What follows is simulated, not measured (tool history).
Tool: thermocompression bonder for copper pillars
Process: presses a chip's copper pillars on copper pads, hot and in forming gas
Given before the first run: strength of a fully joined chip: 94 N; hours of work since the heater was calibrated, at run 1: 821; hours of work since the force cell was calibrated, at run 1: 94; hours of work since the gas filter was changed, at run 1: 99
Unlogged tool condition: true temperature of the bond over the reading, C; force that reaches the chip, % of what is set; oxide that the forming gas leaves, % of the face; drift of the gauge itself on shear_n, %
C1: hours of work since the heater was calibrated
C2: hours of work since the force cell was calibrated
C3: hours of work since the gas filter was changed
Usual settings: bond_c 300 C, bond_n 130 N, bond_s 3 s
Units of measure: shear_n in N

run 1 hour=0 | bond_c=300 bond_n=130 bond_s=3 | C1=821 C2=94 C3=99 | shear_n=54.1
run 2 hour=21.9 | bond_c=300 bond_n=130 bond_s=3 | C1=831 C2=104 C3=109 | shear_n=54.4
run 3 hour=42.9 | bond_c=300 bond_n=130 bond_s=3 | C1=841 C2=113 C3=118 | shear_n=52.2
run 4 hour=53.1 | bond_c=300 bond_n=130 bond_s=3 | C1=846 C2=118 C3=123 | shear_n=54.5
run 5 hour=75.4 | bond_c=300 bond_n=130 bond_s=3 | C1=856 C2=128 C3=133 | shear_n=53.6
run 6 hour=88.6 | bond_c=300 bond_n=130 bond_s=3 | C1=862 C2=135 C3=140 | shear_n=54.3
run 7 hour=104.7 | bond_c=300 bond_n=130 bond_s=3 | C1=869 C2=142 C3=147 | shear_n=53.2
run 8 hour=125.9 | bond_c=300 bond_n=130 bond_s=3 | C1=879 C2=152 C3=157 | shear_n=54.8
run 9 hour=136 | bond_c=300 bond_n=130 bond_s=3 | C1=884 C2=157 C3=162 | shear_n=53.9
run 10 hour=150.2 | bond_c=300 bond_n=130 bond_s=3 | C1=891 C2=163 C3=168 | shear_n=53.5
run 11 hour=166.2 | bond_c=300 bond_n=130 bond_s=3 | C1=898 C2=171 C3=175 | shear_n=54
run 12 hour=180 | bond_c=300 bond_n=130 bond_s=3 | C1=904 C2=177 C3=182 | shear_n=54.2
run 13 hour=190.7 | bond_c=300 bond_n=130 bond_s=7 | C1=909 C2=182 C3=187 | shear_n=69.5
run 14 hour=204.5 | bond_c=300 bond_n=154 bond_s=3 | C1=916 C2=188 C3=193 | shear_n=60.2
run 15 hour=222 | bond_c=282 bond_n=130 bond_s=3 | C1=924 C2=196 C3=201 | shear_n=45.4
run 16 hour=243.9 | bond_c=284 bond_n=130 bond_s=3 | C1=934 C2=206 C3=211 | shear_n=46.5
run 17 hour=256.7 | bond_c=284 bond_n=130 bond_s=3 | C1=940 C2=212 C3=217 | shear_n=46.1
run 18 hour=273 | bond_c=284 bond_n=130 bond_s=3 | C1=947 C2=220 C3=225 | shear_n=44.1
run 19 hour=291.8 | bond_c=284 bond_n=130 bond_s=3 | C1=956 C2=229 C3=234 | shear_n=45.6
run 20 hour=305.1 | bond_c=311 bond_n=130 bond_s=9 | C1=962 C2=235 C3=240 | shear_n=78.8
run 21 hour=320.4 | bond_c=311 bond_n=130 bond_s=9 | C1=969 C2=242 C3=247 | shear_n=76.6
run 22 hour=331.9 | bond_c=311 bond_n=130 bond_s=9 | C1=975 C2=247 C3=252 | shear_n=77.5
run 23 hour=343.3 | bond_c=314 bond_n=157 bond_s=6 | C1=980 C2=253 C3=258 | shear_n=79.4
-- hour=348.1 forming gas filter changed
run 24 hour=359.1 | bond_c=300 bond_n=110 bond_s=3 | C1=987 C2=260 C3=5 | shear_n=47.9
run 25 hour=368.4 | bond_c=310 bond_n=164 bond_s=2 | C1=991 C2=264 C3=9 | shear_n=62
run 26 hour=387 | bond_c=318 bond_n=98 bond_s=2 | C1=1000 C2=272 C3=18 | shear_n=45.2
run 27 hour=402.9 | bond_c=318 bond_n=98 bond_s=2 | C1=1007 C2=280 C3=25 | shear_n=45.7
run 28 hour=422.2 | bond_c=318 bond_n=98 bond_s=2 | C1=1016 C2=289 C3=34 | shear_n=44.5
run 29 hour=438.6 | bond_c=310 bond_n=168 bond_s=3 | C1=1024 C2=296 C3=42 | shear_n=70.4
run 30 hour=456.6 | bond_c=287 bond_n=167 bond_s=8 | C1=1032 C2=305 C3=50 | shear_n=74.4
run 31 hour=468.8 | bond_c=300 bond_n=163 bond_s=9 | C1=1038 C2=310 C3=56 | shear_n=79.8
run 32 hour=485.3 | bond_c=300 bond_n=163 bond_s=2 | C1=1045 C2=318 C3=63 | shear_n=56.4
run 33 hour=503.1 | bond_c=300 bond_n=163 bond_s=2 | C1=1054 C2=326 C3=72 | shear_n=55.9
run 34 hour=519.8 | bond_c=315 bond_n=163 bond_s=2 | C1=1061 C2=334 C3=79 | shear_n=64.4
run 35 hour=529 | bond_c=295 bond_n=94 bond_s=2 | C1=1066 C2=338 C3=84 | shear_n=34.4

Forecast each of these 4 alternatives for the next run:
run A hour=551.6 | bond_c=300 bond_n=82 bond_s=3 | C1=1076 C2=349 C3=94 | shear_n=?
run B hour=551.6 | bond_c=295 bond_n=94 bond_s=2 | C1=1076 C2=349 C3=94 | shear_n=?
run C hour=551.6 | bond_c=295 bond_n=94 bond_s=2 | C1=1076 C2=349 C3=94 | shear_n=?
run D hour=551.6 | bond_c=295 bond_n=94 bond_s=4 | C1=1076 C2=349 C3=94 | shear_n=?

run=A shear_n=36.1
run=B shear_n=33.6
run=C shear_n=33.3
run=D shear_n=42.7
Stripped of hidden state, with their random variation kept, the same runs would have yielded:
run=A shear_n=36.2
run=B shear_n=33.7
run=C shear_n=33.4
run=D shear_n=42.9
